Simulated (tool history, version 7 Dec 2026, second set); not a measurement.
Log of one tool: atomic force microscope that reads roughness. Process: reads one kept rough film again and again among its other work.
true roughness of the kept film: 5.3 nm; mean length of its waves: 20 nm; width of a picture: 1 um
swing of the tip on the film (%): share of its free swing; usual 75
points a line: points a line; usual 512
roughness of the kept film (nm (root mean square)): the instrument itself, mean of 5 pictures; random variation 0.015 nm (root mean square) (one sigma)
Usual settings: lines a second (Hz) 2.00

| run | day | lines a second (Hz) | swing of the tip on the film (%) | points a line | roughness of the kept film (nm (root mean square)) |
|---|---|---|---|---|---|
| 1 | 0.000 | 2.00 | 75 | 512 | 3.357 |
| 2 | 1.254 | 2.00 | 75 | 512 | 2.860 |
| 3 | 2.033 | 2.00 | 75 | 512 | 2.652 |
| 4 | 2.750 | 2.00 | 75 | 512 | 2.477 |
|  | 2.858 | new tip fitted |
| 5 | 3.642 | 2.00 | 75 | 512 | 3.147 |
| 6 | 4.862 | 2.00 | 75 | 512 | 2.720 |
| 7 | 5.642 | 2.00 | 75 | 512 | 2.519 |
|  | 6.125 | new tip fitted |
| 8 | 6.867 | 2.00 | 79 | 512 | 3.136 |
| 9 | 7.458 | 2.00 | 79 | 512 | 2.938 |
| 10 | 8.058 | 0.93 | 75 | 512 | 2.927 |
| 11 | 9.075 | 0.93 | 75 | 512 | 2.624 |
|  | 9.367 | new tip fitted |
| 12 | 10.300 | 0.93 | 75 | 512 | 3.228 |
| 13 | 11.533 | 0.93 | 75 | 512 | 2.799 |
|  | 12.596 | new tip fitted |
| 14 | 12.650 | 0.93 | 75 | 512 | 3.556 |
| 15 | 13.479 | 0.61 | 60 | 269 | 3.195 |
| 16 | 14.450 | 0.61 | 60 | 269 | 2.866 |
| 17 | 15.617 | 1.13 | 79 | 1003 | 2.510 |
|  | 15.867 | new tip fitted |
| 18 | 16.921 | 0.97 | 73 | 260 | 3.143 |
| 19 | 17.762 | 0.97 | 90 | 320 | 2.722 |
| 20 | 18.858 | 0.71 | 90 | 320 | 2.509 |
|  | 19.108 | new tip fitted |
| 21 | 20.179 | 1.37 | 87 | 794 | 3.049 |
| 22 | 21.121 | 1.37 | 70 | 794 | 2.881 |
|  | 22.392 | new tip fitted |
| 23 | 22.404 | 1.37 | 70 | 794 | 3.627 |
| 24 | 23.292 | 2.48 | 59 | 723 | 3.230 |
| 25 | 24.462 | 3.86 | 88 | 841 | 2.303 |
| 26 | 25.375 | 1.15 | 75 | 506 | 2.551 |

Forecast each of these 4 alternatives for the next run:
|  | 25.704 | new tip fitted |
| A | 26.392 | 2.60 | 75 | 506 | ? |
|  | 25.704 | new tip fitted |
| B | 26.392 | 0.64 | 79 | 342 | ? |
|  | 25.704 | new tip fitted |
| C | 26.392 | 3.30 | 72 | 506 | ? |
|  | 25.704 | new tip fitted |
| D | 26.392 | 1.70 | 59 | 748 | ? |

| run | roughness of the kept film (nm (root mean square)) |
|---|---|
| A | 3.183 |
| B | 3.343 |
| C | 3.160 |
| D | 3.414 |
Without the tool's hidden state the same runs would have given:
| run | roughness of the kept film (nm (root mean square)) |
|---|---|
| A | 3.493 |
| B | 3.669 |
| C | 3.468 |
| D | 3.746 |

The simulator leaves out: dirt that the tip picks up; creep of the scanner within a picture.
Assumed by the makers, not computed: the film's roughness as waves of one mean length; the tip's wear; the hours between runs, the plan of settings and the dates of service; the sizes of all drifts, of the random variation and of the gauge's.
